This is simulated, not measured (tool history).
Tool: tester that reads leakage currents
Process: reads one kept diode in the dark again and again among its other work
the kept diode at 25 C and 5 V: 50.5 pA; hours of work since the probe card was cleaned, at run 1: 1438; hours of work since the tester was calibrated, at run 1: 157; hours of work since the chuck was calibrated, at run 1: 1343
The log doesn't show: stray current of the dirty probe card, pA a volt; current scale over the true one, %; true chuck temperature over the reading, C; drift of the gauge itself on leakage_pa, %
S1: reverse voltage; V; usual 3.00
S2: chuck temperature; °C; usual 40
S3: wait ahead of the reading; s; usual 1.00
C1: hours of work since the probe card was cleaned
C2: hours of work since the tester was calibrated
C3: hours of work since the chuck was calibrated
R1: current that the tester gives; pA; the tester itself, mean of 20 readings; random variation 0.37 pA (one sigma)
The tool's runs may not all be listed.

| run | day | S1 | S2 | S3 | C1 | C2 | C3 | R1 |
|---|---|---|---|---|---|---|---|---|
| 1 | 0.000 | 3.00 | 40 | 1.00 | 1438 | 157 | 1343 | 120.50 |
| 2 | 1.254 | 3.00 | 40 | 0.39 | 1457 | 175 | 1362 | 122.83 |
| 3 | 1.875 | 3.00 | 40 | 0.39 | 1466 | 184 | 1371 | 122.64 |
| 4 | 2.508 | 3.00 | 40 | 0.39 | 1475 | 193 | 1380 | 122.73 |
| 5 | 3.529 | 3.00 | 40 | 0.39 | 1490 | 208 | 1395 | 122.38 |
| 6 | 4.096 | 3.00 | 44 | 0.39 | 1498 | 216 | 1403 | 157.20 |
| 7 | 4.979 | 3.00 | 44 | 0.39 | 1511 | 229 | 1416 | 157.46 |
| 8 | 5.704 | 3.00 | 44 | 0.39 | 1521 | 240 | 1427 | 157.40 |
| 9 | 6.812 | 16.95 | 40 | 1.00 | 1537 | 256 | 1443 | 218.01 |
| 10 | 7.838 | 16.95 | 40 | 1.00 | 1552 | 271 | 1458 | 217.13 |
| 11 | 8.396 | 3.51 | 40 | 1.00 | 1561 | 279 | 1466 | 127.09 |
| 12 | 8.933 | 3.00 | 40 | 1.00 | 1568 | 287 | 1473 | 120.71 |
| 13 | 9.754 | 3.00 | 40 | 1.00 | 1580 | 299 | 1485 | 121.20 |
| 14 | 10.758 | 3.00 | 40 | 1.00 | 1595 | 313 | 1500 | 120.49 |
| 15 | 11.929 | 3.00 | 40 | 1.00 | 1612 | 330 | 1517 | 120.82 |
| 16 | 12.704 | 1.42 | 40 | 1.00 | 1623 | 341 | 1528 | 93.76 |
| 17 | 13.258 | 1.42 | 40 | 1.00 | 1631 | 350 | 1536 | 93.81 |
| 18 | 14.088 | 12.48 | 40 | 1.00 | 1643 | 362 | 1548 | 196.68 |
| 19 | 14.883 | 8.31 | 40 | 2.62 | 1655 | 373 | 1560 | 168.58 |
| 20 | 16.021 | 2.71 | 33 | 2.41 | 1671 | 390 | 1577 | 72.77 |
| 21 | 16.942 | 3.00 | 47 | 0.82 | 1685 | 403 | 1590 | 188.23 |
| 22 | 18.188 | 3.00 | 47 | 0.82 | 1703 | 421 | 1608 | 188.34 |
| 23 | 18.712 | 15.41 | 43 | 0.38 | 1711 | 429 | 1616 | 261.83 |
| 24 | 19.242 | 1.57 | 20 | 0.72 | 1718 | 437 | 1624 | 24.58 |
| 25 | 20.454 | 3.00 | 26 | 1.03 | 1736 | 454 | 1641 | 46.99 |
| 26 | 21.117 | 3.00 | 26 | 1.03 | 1746 | 464 | 1651 | 46.83 |
| 27 | 22.104 | 1.38 | 22 | 2.26 | 1760 | 478 | 1665 | 26.86 |
| 28 | 23.229 | 17.11 | 22 | 4.38 | 1776 | 495 | 1682 | 62.42 |
| 29 | 24.000 | 3.00 | 40 | 0.33 | 1788 | 506 | 1693 | 122.13 |
| 30 | 25.171 | 3.00 | 40 | 0.34 | 1805 | 523 | 1710 | 122.48 |
| 31 | 25.708 | 1.29 | 23 | 0.32 | 1812 | 531 | 1718 | 29.26 |
| 32 | 26.729 | 10.91 | 53 | 2.38 | 1827 | 546 | 1732 | 413.90 |

Forecast each of these 4 alternatives for the next run:
| A | 27.979 | 8.53 | 39 | 0.53 | 1845 | 564 | 1751 | ? |
| B | 27.979 | 3.00 | 40 | 0.47 | 1845 | 564 | 1751 | ? |
| C | 27.979 | 1.80 | 40 | 1.00 | 1845 | 564 | 1751 | ? |
| D | 27.979 | 3.00 | 55 | 1.00 | 1845 | 564 | 1751 | ? |

| run | R1 |
|---|---|
| A | 164.07 |
| B | 122.10 |
| C | 102.56 |
| D | 306.71 |
Without the tool's hidden state the same runs would have given:
| run | R1 |
|---|---|
| A | 164.08 |
| B | 122.15 |
| C | 102.61 |
| D | 306.86 |
